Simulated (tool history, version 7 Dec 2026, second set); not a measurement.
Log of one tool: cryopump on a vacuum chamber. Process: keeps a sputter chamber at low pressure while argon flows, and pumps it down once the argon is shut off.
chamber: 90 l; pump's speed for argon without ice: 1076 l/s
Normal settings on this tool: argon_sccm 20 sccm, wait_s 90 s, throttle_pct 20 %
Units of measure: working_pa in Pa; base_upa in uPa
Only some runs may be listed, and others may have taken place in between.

run 1 hour=0 | argon_sccm=20 wait_s=90 throttle_pct=20 | working_pa=0.168 base_upa=1.22
run 2 hour=15.4 | argon_sccm=20 wait_s=90 throttle_pct=20 | working_pa=0.169 base_upa=1.26
run 3 hour=36.6 | argon_sccm=20 wait_s=90 throttle_pct=24 | working_pa=0.1416 base_upa=1.31
run 4 hour=58 | argon_sccm=20 wait_s=90 throttle_pct=24 | working_pa=0.1425 base_upa=1.27
run 5 hour=78.1 | argon_sccm=20 wait_s=90 throttle_pct=24 | working_pa=0.143 base_upa=1.27
-- hour=93.5 pump warmed up, emptied and cooled again
run 6 hour=104.2 | argon_sccm=20 wait_s=90 throttle_pct=20 | working_pa=0.1575 base_upa=1.12
run 7 hour=123.9 | argon_sccm=20 wait_s=90 throttle_pct=20 | working_pa=0.1564 base_upa=1.14
run 8 hour=138.4 | argon_sccm=20 wait_s=90 throttle_pct=20 | working_pa=0.158 base_upa=1.15
run 9 hour=155.3 | argon_sccm=9 wait_s=90 throttle_pct=20 | working_pa=0.0715 base_upa=1.15
run 10 hour=174.6 | argon_sccm=9 wait_s=90 throttle_pct=20 | working_pa=0.0716 base_upa=1.13
run 11 hour=185 | argon_sccm=15 wait_s=90 throttle_pct=20 | working_pa=0.1188 base_upa=1.2
run 12 hour=196.6 | argon_sccm=11 wait_s=64 throttle_pct=16 | working_pa=0.1091 base_upa=1.47
run 13 hour=217.4 | argon_sccm=11 wait_s=64 throttle_pct=16 | working_pa=0.1092 base_upa=1.56
run 14 hour=239.1 | argon_sccm=18 wait_s=271 throttle_pct=27 | working_pa=0.1071 base_upa=0.69
run 15 hour=254.8 | argon_sccm=18 wait_s=271 throttle_pct=27 | working_pa=0.1079 base_upa=0.71
run 16 hour=267.5 | argon_sccm=22 wait_s=92 throttle_pct=22 | working_pa=0.1612 base_upa=1.17
run 17 hour=288.1 | argon_sccm=15 wait_s=62 throttle_pct=20 | working_pa=0.1207 base_upa=1.52
run 18 hour=307.3 | argon_sccm=15 wait_s=62 throttle_pct=20 | working_pa=0.1207 base_upa=1.55
run 19 hour=319 | argon_sccm=15 wait_s=62 throttle_pct=20 | working_pa=0.1203 base_upa=1.59
run 20 hour=331.3 | argon_sccm=20 wait_s=105 throttle_pct=16 | working_pa=0.2015 base_upa=1.15

3 ways to go on from here, each from the tool as it stands after run 20. What would each give?
run A hour=342.1 | argon_sccm=27 wait_s=21 throttle_pct=47 | working_pa=? base_upa=?
run B hour=342.1 | argon_sccm=10 wait_s=33 throttle_pct=52 | working_pa=? base_upa=?
run C hour=342.1 | argon_sccm=20 wait_s=105 throttle_pct=18 | working_pa=? base_upa=?

run=A working_pa=0.0969 base_upa=3.72
run=B working_pa=0.0327 base_upa=2.47
run=C working_pa=0.1784 base_upa=1.12
Take away the tool's hidden state, keep each run's random variation, and the runs would have read:
run=A working_pa=0.09 base_upa=3.51
run=B working_pa=0.0301 base_upa=2.27
run=C working_pa=0.1732 base_upa=0.92
